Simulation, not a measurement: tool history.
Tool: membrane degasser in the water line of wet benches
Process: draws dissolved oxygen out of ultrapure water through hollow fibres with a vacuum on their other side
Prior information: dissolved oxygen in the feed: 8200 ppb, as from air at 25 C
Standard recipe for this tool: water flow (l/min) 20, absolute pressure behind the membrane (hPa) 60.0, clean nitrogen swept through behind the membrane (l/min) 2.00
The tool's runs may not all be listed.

run	hour	water flow (l/min)	absolute pressure behind the membrane (hPa)	clean nitrogen swept through behind the membrane (l/min)	dissolved oxygen in the water behind the degasser (ppb)	pressure that the water loses in the fibres (hPa)
1	0.0	20	60.0	2.00	69.5	638.4
2	116.3	20	60.0	2.00	67.9	632.6
3	220.6	20	60.0	2.00	67.9	631.5
4	304.1	20	60.0	2.00	68.1	638.3
5	413.3	20	60.0	2.00	69.8	638.7
6	510.9	20	60.0	0.86	145.3	635.9
7	592.8	20	60.0	0.86	145.2	636.5
8	709.8	23	60.0	2.00	79.7	726.5
9	763.5	23	60.0	2.00	81.3	732.4
10	860.1	20	60.0	2.00	69.7	638.3
11	916.6	29	45.7	1.09	89.5	929.2
12	988.0	29	45.7	1.09	91.0	925.4
13	1072.1	18	39.8	1.09	31.6	573.7
14	1131.7	19	60.0	5.54	26.2	608.2
15	1247.7	28	110.4	1.42	342.8	895.5
16	1309.5	13	75.0	1.10	116.6	417.9
17	1395.8	28	80.9	1.53	206.5	896.9
18	1513.2	25	80.9	2.72	112.7	799.9

Run 19 comes next. What will it give?
19	1592.0	25	80.9	2.72	?	?

dissolved oxygen in the water behind the degasser (ppb): 114.6
pressure that the water loses in the fibres (hPa): 800.8
With the hidden condition absent and the run-to-run variation left alone, this run would have shown dissolved oxygen in the water behind the degasser (ppb) 114.5, pressure that the water loses in the fibres (hPa) 788.7.
